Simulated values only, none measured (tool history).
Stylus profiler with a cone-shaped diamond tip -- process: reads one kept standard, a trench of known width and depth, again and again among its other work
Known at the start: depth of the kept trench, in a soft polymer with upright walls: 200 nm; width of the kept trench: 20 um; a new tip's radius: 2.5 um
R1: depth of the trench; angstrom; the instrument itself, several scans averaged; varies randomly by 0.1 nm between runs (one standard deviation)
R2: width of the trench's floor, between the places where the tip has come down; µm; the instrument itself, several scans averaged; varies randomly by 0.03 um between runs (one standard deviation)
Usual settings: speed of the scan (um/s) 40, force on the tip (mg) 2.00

Run 1, hour 0.0: usual settings. Result: R1 2023.2 angstrom, R2 17.70 µm.
Run 2, hour 21.9: usual settings but force on the tip (mg) 1.08. Result: R1 2013.5 angstrom, R2 17.56 µm.
Run 3, hour 39.0: usual settings. Result: R1 2021.5 angstrom, R2 17.61 µm.
Run 4, hour 62.4: usual settings. Result: R1 2020.3 angstrom, R2 17.60 µm.
Run 5, hour 75.8: usual settings but speed of the scan (um/s) 155. Result: R1 2021.6 angstrom, R2 16.98 µm.
Run 6, hour 86.7: usual settings but force on the tip (mg) 1.54. Result: R1 2017.9 angstrom, R2 17.59 µm.
Run 7, hour 97.4: usual settings but force on the tip (mg) 1.54. Result: R1 2019.9 angstrom, R2 17.54 µm.
Run 8, hour 114.2: usual settings but force on the tip (mg) 5.30. Result: R1 2046.3 angstrom, R2 17.64 µm.
Run 9, hour 135.1: usual settings. Result: R1 2023.2 angstrom, R2 17.56 µm.
At hour 138.0: height scale calibrated on a step standard.
Run 10, hour 149.7: usual settings but speed of the scan (um/s) 38. Result: R1 2022.3 angstrom, R2 17.55 µm.
Run 11, hour 168.7: usual settings but speed of the scan (um/s) 38. Result: R1 2021.3 angstrom, R2 17.58 µm.
Run 12, hour 181.1: usual settings but speed of the scan (um/s) 66, force on the tip (mg) 2.61. Result: R1 2026.4 angstrom, R2 17.42 µm.
Run 13, hour 205.4: usual settings but speed of the scan (um/s) 66, force on the tip (mg) 2.61. Result: R1 2025.7 angstrom, R2 17.40 µm.
Run 14, hour 224.4: usual settings but speed of the scan (um/s) 137, force on the tip (mg) 5.72. Result: R1 2044.5 angstrom, R2 17.32 µm.
Run 15, hour 245.8: usual settings but speed of the scan (um/s) 59. Result: R1 2023.9 angstrom, R2 17.33 µm.
Run 16, hour 269.5: usual settings but speed of the scan (um/s) 15, force on the tip (mg) 1.52. Result: R1 2016.4 angstrom, R2 17.55 µm.
At hour 274.3: height scale calibrated on a step standard, once more.
Run 17, hour 284.5: usual settings but speed of the scan (um/s) 36, force on the tip (mg) 2.17. Result: R1 2025.7 angstrom, R2 17.44 µm.
Run 18, hour 309.2: usual settings but speed of the scan (um/s) 25, force on the tip (mg) 1.87. Result: R1 2022.4 angstrom, R2 17.50 µm.
Run 19, hour 321.1: usual settings but force on the tip (mg) 1.86. Result: R1 2024.3 angstrom, R2 17.43 µm.

Branching from run 19: 3 alternative next runs. What would each branch give?
Run A, hour 341.8: usual settings but speed of the scan (um/s) 73, force on the tip (mg) 3.10. Result: R1 ?, R2 ?.
Run B, hour 341.8: usual settings but speed of the scan (um/s) 25, force on the tip (mg) 2.09. Result: R1 ?, R2 ?.
Run C, hour 341.8: usual settings but speed of the scan (um/s) 11. Result: R1 ?, R2 ?.

run      R1     R2
  A  2032.9  17.28
  B  2025.1  17.50
  C  2023.9  17.59
Stripped of hidden state, with their random variation kept, the same runs would have yielded:
run      R1     R2
  A  2033.0  17.70
  B  2025.3  17.92
  C  2024.0  18.01
